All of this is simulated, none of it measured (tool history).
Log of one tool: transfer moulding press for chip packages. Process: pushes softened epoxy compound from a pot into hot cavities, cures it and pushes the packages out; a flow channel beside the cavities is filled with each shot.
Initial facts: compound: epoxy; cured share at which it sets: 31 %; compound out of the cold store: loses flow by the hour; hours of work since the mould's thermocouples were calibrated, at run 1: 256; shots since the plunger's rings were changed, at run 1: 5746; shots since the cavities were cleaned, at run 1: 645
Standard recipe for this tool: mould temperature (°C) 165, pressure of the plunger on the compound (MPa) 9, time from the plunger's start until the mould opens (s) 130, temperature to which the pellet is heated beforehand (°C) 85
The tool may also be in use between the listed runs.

run,hour,mould temperature (°C),pressure of the plunger on the compound (MPa),time from the plunger's start until the mould opens (s),temperature to which the pellet is heated beforehand (°C),hours of work since the mould's thermocouples were calibrated,shots since the plunger's rings were changed,shots since the cavities were cleaned,incoming compound's hours out of the cold store,length that the compound runs in the flow channel (mm),greatest force on the pins that push the packages out (N)
1,0,165,9,130,85,256,5746,645,36.4,470,313
2,7.2,165,9,130,85,259,5800,699,26.8,493,319
3,16,165,9,130,85,264,5865,764,37.7,459,329
4,28.9,165,9,130,85,270,5961,860,26.4,491,344
5,41.5,165,9,130,85,277,6054,953,42.8,446,343
6,50.8,165,9,130,85,282,6123,1022,30.5,477,341
7,58.1,165,9,130,85,286,6177,1076,16,516,380
# hour 66.1: cavities cleaned with cleaning compound and waxed
8,74.6,165,9,130,85,293,6288,63,26.8,488,214
9,84.4,165,9,128,85,298,6361,136,22.5,502,223
10,97.7,165,9,130,85,305,6460,235,16.6,510,239
11,104.7,165,9,130,85,309,6512,287,10.3,537,268
12,117.7,165,7.99,130,85,316,6608,383,45.5,412,274
# hour 120.4: mould's thermocouples calibrated
13,126.6,165,7.99,130,85,3,6659,434,34,442,299
# hour 131.5: plunger's sealing rings changed
14,136,165,9,117,85,7,33,485,36.5,512,323
15,147,165,9,117,85,12,114,566,41.8,499,332
16,159.7,165,9,117,85,19,209,661,21.8,555,375
17,168,165,9,117,85,23,270,722,11.4,586,383
18,174.9,166,8.3,112,87,27,322,774,29,507,385
19,182.9,166,8.3,112,87,31,381,833,32.5,500,372
20,196.1,171,7.11,126,78,38,479,931,46,423,330
# hour 205.7: mould's thermocouples calibrated, once more
21,208.1,165,9,130,82,1,553,1005,26.4,537,358
22,217.9,161,6.9,143,88,6,626,1078,17.8,507,376
# hour 226.1: cavities cleaned with cleaning compound and waxed
23,231.1,165,9,130,84,12,712,37,9.8,601,206
24,239.5,165,9,130,90,17,775,100,17.1,569,225

Run 25 comes next. What will it give?
25,248.6,171,9,162,91,21,842,167,33.2,?,?

Run 25 gave length that the compound runs in the flow channel (mm) 507, greatest force on the pins that push the packages out (N) 218.
On a tool with no hidden condition, and with the same random variation, this run would have come out at length that the compound runs in the flow channel (mm) 515, greatest force on the pins that push the packages out (N) 172.

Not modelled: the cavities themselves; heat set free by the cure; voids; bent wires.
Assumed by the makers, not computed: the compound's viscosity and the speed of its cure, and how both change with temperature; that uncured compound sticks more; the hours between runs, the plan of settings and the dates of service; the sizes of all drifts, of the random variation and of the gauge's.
